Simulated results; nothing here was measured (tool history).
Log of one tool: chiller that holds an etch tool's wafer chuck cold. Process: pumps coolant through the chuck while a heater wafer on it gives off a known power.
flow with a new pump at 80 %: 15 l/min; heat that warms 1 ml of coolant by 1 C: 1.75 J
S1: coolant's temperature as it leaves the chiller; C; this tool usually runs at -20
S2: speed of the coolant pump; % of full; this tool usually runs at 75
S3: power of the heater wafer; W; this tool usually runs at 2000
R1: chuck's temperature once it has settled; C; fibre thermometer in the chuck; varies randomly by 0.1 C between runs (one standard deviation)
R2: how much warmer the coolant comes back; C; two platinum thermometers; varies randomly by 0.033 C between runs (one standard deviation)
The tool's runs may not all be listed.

run,hour,S1,S2,S3,R1,R2
1,0,-20,75,2000,13.3,5.17
2,78.1,-20,75,2000,13.3,5.14
3,237,-20,75,2000,13.4,5.18
4,312.1,-20,92,2000,8.3,4.18
5,473.8,-20,75,1118,-4.8,2.9
6,578.2,-20,75,1118,-4.8,2.88
7,654.7,-20,75,1118,-4.7,2.86
8,747.6,-20,75,1118,-4.8,2.93
9,894.8,-11,75,2000,16.4,5.23
10,1060,-11,75,2000,16.5,5.19
11,1161.5,-20,75,2346,12.3,6.07
12,1255.7,-20,75,2673,17.1,6.98
13,1364.3,-20,75,2673,17,6.99
14,1523.9,-20,75,2673,17.3,6.98
15,1621.6,-20,75,1098,-4.4,2.86
16,1735.4,-20,75,1098,-4.6,2.82
17,1856.1,-30,60,1038,-12.2,3.33
18,1976.9,-30,60,1038,-12,3.43
19,2100,-20,74,2717,19.2,7.17
20,2198,-20,63,2000,13.1,6.2
21,2304.1,-11,80,2040,16.8,5.08
22,2425.5,-11,80,2040,16.9,5.1
23,2566.5,-18,87,1420,0.3,3.31
24,2636.3,-18,87,1420,0.4,3.29
25,2741.5,-14,85,2379,17,5.58
26,2819.6,-14,85,2379,16.8,5.61
27,2983.4,-23,67,2379,14.9,7.01
28,3092.1,-18,73,2379,17.4,6.49
29,3160.8,-28,85,2113,-0.4,5
30,3326.5,-24,71,1266,-4.4,3.58
31,3414.7,-28,90,1127,-13.9,2.55

Withheld: 2 entries from between the runs. Position of each, and hidden state at the listed run before versus the listed run after:
Between runs 4 and 5: coolant changed, channels flushed (hour 423.6)
  heat passed by the chuck's channels, % of clean ones': 78.4 -> 99.8; flow at a given pump speed, % of a new pump's: 94 -> 93.8; coolant's true temperature over the reading, C: 0.18 -> 0.19
  what was measured, less what the result would be without the hidden state, R1: +7 -> +1.1 C; R2: +0.26 -> +0.18 C
Between runs 25 and 26: chiller's thermometer calibrated (hour 2819.6)
  heat passed by the chuck's channels, % of clean ones': 94.3 -> 94.1; flow at a given pump speed, % of a new pump's: 91.9 -> 91.8; coolant's true temperature over the reading, C: 0.3 -> -0.01
  what was measured, less what the result would be without the hidden state, R1: +4 -> +3.8 C; R2: +0.45 -> +0.46 C
